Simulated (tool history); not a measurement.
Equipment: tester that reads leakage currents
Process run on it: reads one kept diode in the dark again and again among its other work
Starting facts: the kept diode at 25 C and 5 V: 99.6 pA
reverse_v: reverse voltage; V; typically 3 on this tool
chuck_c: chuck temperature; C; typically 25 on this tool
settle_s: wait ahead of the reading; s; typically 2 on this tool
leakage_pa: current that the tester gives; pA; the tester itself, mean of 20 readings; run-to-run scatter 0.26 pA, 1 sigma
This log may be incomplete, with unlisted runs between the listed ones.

{"run": 1, "hour": 0.0, "reverse_v": 3, "chuck_c": 25, "settle_s": 2, "leakage_pa": 83.93}
{"run": 2, "hour": 38.1, "reverse_v": 3, "chuck_c": 25, "settle_s": 2, "leakage_pa": 83.3}
{"run": 3, "hour": 58.5, "reverse_v": 3, "chuck_c": 25, "settle_s": 2, "leakage_pa": 83.44}
{"run": 4, "hour": 83.9, "reverse_v": 3, "chuck_c": 25, "settle_s": 2, "leakage_pa": 83.25}
{"run": 5, "hour": 104.1, "reverse_v": 1.23, "chuck_c": 25, "settle_s": 2, "leakage_pa": 63.08}
{"run": 6, "hour": 141.0, "reverse_v": 3, "chuck_c": 25, "settle_s": 2, "leakage_pa": 82.81}
{"run": 7, "hour": 167.2, "reverse_v": 3, "chuck_c": 25, "settle_s": 2, "leakage_pa": 83.21}
{"run": 8, "hour": 210.9, "reverse_v": 3, "chuck_c": 25, "settle_s": 2, "leakage_pa": 82.66}
{"run": 9, "hour": 230.3, "reverse_v": 3, "chuck_c": 25, "settle_s": 2, "leakage_pa": 83.3}
{"run": 10, "hour": 251.0, "reverse_v": 8.05, "chuck_c": 56, "settle_s": 0.34, "leakage_pa": 1552.66}
{"run": 11, "hour": 279.9, "reverse_v": 6.25, "chuck_c": 56, "settle_s": 0.53, "leakage_pa": 1428.35}
{"run": 12, "hour": 309.2, "reverse_v": 6.25, "chuck_c": 56, "settle_s": 0.53, "leakage_pa": 1430.44}

Run 13 comes next. What will it give?
{"run": 13, "hour": 333.8, "reverse_v": 6.25, "chuck_c": 20, "settle_s": 0.34, "leakage_pa": "?"}

Run 13 gave leakage_pa 70.18 pA.
Take away the tool's hidden state, keep the run-to-run variation as it was, and the same run would have given leakage_pa 71.48 pA.
